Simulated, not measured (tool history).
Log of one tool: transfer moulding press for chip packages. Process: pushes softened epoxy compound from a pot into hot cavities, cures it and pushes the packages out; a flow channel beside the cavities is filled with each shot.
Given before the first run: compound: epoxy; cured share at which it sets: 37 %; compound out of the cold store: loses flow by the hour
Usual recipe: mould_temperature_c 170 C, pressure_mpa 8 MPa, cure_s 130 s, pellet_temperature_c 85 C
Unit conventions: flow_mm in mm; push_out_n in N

run,hour,mould_temperature_c,pressure_mpa,cure_s,pellet_temperature_c,incoming compound's hours out of the cold store,flow_mm,push_out_n
1,0,170,8,130,85,45.7,780,819
2,4.9,170,6.21,130,85,20.6,738,899
3,15.3,170,8,130,84,12.3,846,904
4,25,170,8,130,84,29.2,818,912
5,30.2,170,8,130,85,44.2,785,886
6,34.9,170,8,130,85,43.4,788,908
7,40.7,170,8,116,85,12.2,849,1203
8,48.1,170,8,116,85,43.5,785,1096
9,53.4,170,8,116,85,13,838,1223
10,61.1,170,8,116,85,25.7,815,1186
11,70.3,170,8,130,85,46.2,780,912
12,76.5,170,8,130,85,38.9,788,951
# hour 80.2: cavities cleaned with cleaning compound and waxed
13,85.6,170,8.33,157,85,26,830,498
14,90.7,171,6.92,140,85,12.5,781,557
15,95.7,173,8,130,85,44.9,770,560
16,106.1,170,8.34,130,85,30.5,824,721
17,115.2,166,8,130,80,22,838,1109

Run 18 has not been measured yet. What should we expect?
18,120.2,176,8,144,85,10,?,?

Run 18 gave flow_mm 822 mm, push_out_n 581 N.
Minus the tool's unlogged condition, the same run would have read flow_mm 854 mm, push_out_n 395 N.
